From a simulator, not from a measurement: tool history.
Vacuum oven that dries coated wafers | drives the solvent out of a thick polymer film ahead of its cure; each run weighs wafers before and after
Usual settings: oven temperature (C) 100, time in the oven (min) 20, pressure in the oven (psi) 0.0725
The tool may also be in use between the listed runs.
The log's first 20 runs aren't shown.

run   hour  oven temperature (C)  time in the oven (min)  pressure in the oven (psi)  hours of work since the thermocouples were calibrated  hours of work since the vacuum gauge was cleaned of residue  solvent left in the film (%)
 21  524.3                    99                      22                      0.1607                                                    814                                                         1136                          4.18
 22  540.6                   111                      18                      0.0502                                                    826                                                         1147                          1.64
 23  570.4                   112                      18                      0.1317                                                    847                                                         1168                          1.81
 24  585.5                   112                      18                      0.1317                                                    858                                                         1179                          1.69
 25  603.7                   112                      18                      0.1317                                                    871                                                         1192                          1.69
 26  631.2                    87                      13                      0.1962                                                    890                                                         1212                         11.34
 27  656.5                    87                      13                      0.1962                                                    908                                                         1230                         11.38
 28  681.8                   100                      18                      0.0892                                                    926                                                         1247                          4.44
 29  709.5                   100                      18                      0.0892                                                    946                                                         1267                          4.43
 30  725.1                   100                      21                      0.0625                                                    957                                                         1278                          3.59
 31  738.7                   115                      21                      0.1816                                                    966                                                         1288                          1.24
 32  753.9                   103                      11                      0.0454                                                    977                                                         1299                          6.06

Forecast each of these 5 alternatives for the next run:
  A  778.3                   100                      33                      0.0725                                                    995                                                         1316                             ?
  B  778.3                   100                      35                      0.0454                                                    995                                                         1316                             ?
  C  778.3                   100                      16                      0.0725                                                    995                                                         1316                             ?
  D  778.3                    90                      11                      0.0454                                                    995                                                         1316                             ?
  E  778.3                    98                      22                      0.0925                                                    995                                                         1316                             ?

run  solvent left in the film (%)
  A                          1.78
  B                          1.55
  C                          5.02
  D                         10.49
  E                          4.16
Without the tool's hidden state the same runs would have given:
run  solvent left in the film (%)
  A                          1.77
  B                          1.50
  C                          5.27
  D                         10.71
  E                          4.34
